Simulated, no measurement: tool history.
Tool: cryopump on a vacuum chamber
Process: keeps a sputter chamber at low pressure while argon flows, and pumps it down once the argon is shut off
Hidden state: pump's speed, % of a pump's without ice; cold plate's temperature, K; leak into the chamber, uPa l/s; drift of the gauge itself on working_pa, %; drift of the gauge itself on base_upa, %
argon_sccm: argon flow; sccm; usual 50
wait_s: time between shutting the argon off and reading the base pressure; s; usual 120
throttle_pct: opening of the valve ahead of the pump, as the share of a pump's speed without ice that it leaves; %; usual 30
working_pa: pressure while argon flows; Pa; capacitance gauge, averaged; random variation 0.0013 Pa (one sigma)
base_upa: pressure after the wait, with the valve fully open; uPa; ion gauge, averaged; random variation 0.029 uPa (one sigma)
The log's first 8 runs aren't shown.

run   hour  argon_sccm  wait_s  throttle_pct  hours of work since the pump was warmed up and emptied  hours of work since the cold head was overhauled  hours of work since the chamber's fittings were tightened  working_pa  base_upa
  9  243.8          50     120            45                                                     344                                              1106                                                       1106      0.2413      3.04
 10  269.4          50     120            21                                                     362                                              1124                                                       1124      0.4728      3.03
     283.8  -- pump warmed up, emptied and cooled again
 11  302.9          50     120            21                                                      14                                              1144                                                       1144      0.4364      2.38
 12  324.9          50     120            21                                                      29                                              1160                                                       1160      0.4397      2.43
 13  364.7          50     120            30                                                      57                                              1188                                                       1188      0.3102      2.61
 14  398.9          50     120            30                                                      81                                              1212                                                       1212      0.3127      2.56
 15  420.8          50     120            30                                                      97                                              1227                                                       1227      0.3123      2.77
 16  453.6          50     120            30                                                     120                                              1250                                                       1250      0.3142      2.74
 17  483.7          50     120            30                                                     141                                              1272                                                       1272      0.3173      2.74
 18  520.5          75     120            30                                                     167                                              1298                                                       1298      0.4817      2.83
 19  555.8          50     120            16                                                     192                                              1323                                                       1323      0.5824      2.88
 20  598.5          50     120            16                                                     222                                              1353                                                       1353      0.5901      2.95
 21  623.8          22     107            16                                                     240                                              1370                                                       1370      0.2605      3.15
 22  646.1          50      26            30                                                     255                                              1386                                                       1386      0.3272      7.33
 23  665.2          45      35            42                                                     269                                              1400                                                       1400      0.2195      5.77
 24  682.5          45     103            54                                                     281                                              1412                                                       1412      0.1767      3.36
 25  717.3          24     212            33                                                     306                                              1436                                                       1436      0.1482      2.82
 26  739.3          50      41            30                                                     321                                              1452                                                       1452      0.3357      5.52
 27  757.4          72      30            30                                                     334                                              1465                                                       1465      0.4895      6.57
 28  782.9          69     239            30                                                     352                                              1483                                                       1483      0.4721      2.86
     811.7  -- pump warmed up, emptied and cooled again
 29  818.2          26      62            51                                                       5                                              1504                                                       1504      0.0941      3.88
 30    846          50      33            23                                                      24                                              1524                                                       1524      0.4013      5.94
 31  868.4          27     120            30                                                      40                                              1539                                                       1539       0.168      2.86
 32    905          74     250            20                                                      66                                              1565                                                       1565      0.6832      2.38
 33  944.7          94     145            16                                                      94                                              1593                                                       1593      1.0883      2.78

Forecast each of these 4 alternatives for the next run:
  A   983          38     112            22                                                     121                                              1620                                                       1620           ?         ?
  B   983          42      86            30                                                     121                                              1620                                                       1620           ?         ?
  C   983          50     129            30                                                     121                                              1620                                                       1620           ?         ?
  D   983          76     192            30                                                     121                                              1620                                                       1620           ?         ?

run  working_pa  base_upa
  A      0.3224       3.3
  B      0.2644      3.43
  C      0.3155      3.16
  D      0.4812      2.72
Without the tool's hidden state the same runs would have given:
run  working_pa  base_upa
  A      0.3134      1.58
  B      0.2545      1.81
  C      0.3037      1.41
  D      0.4631      1.01
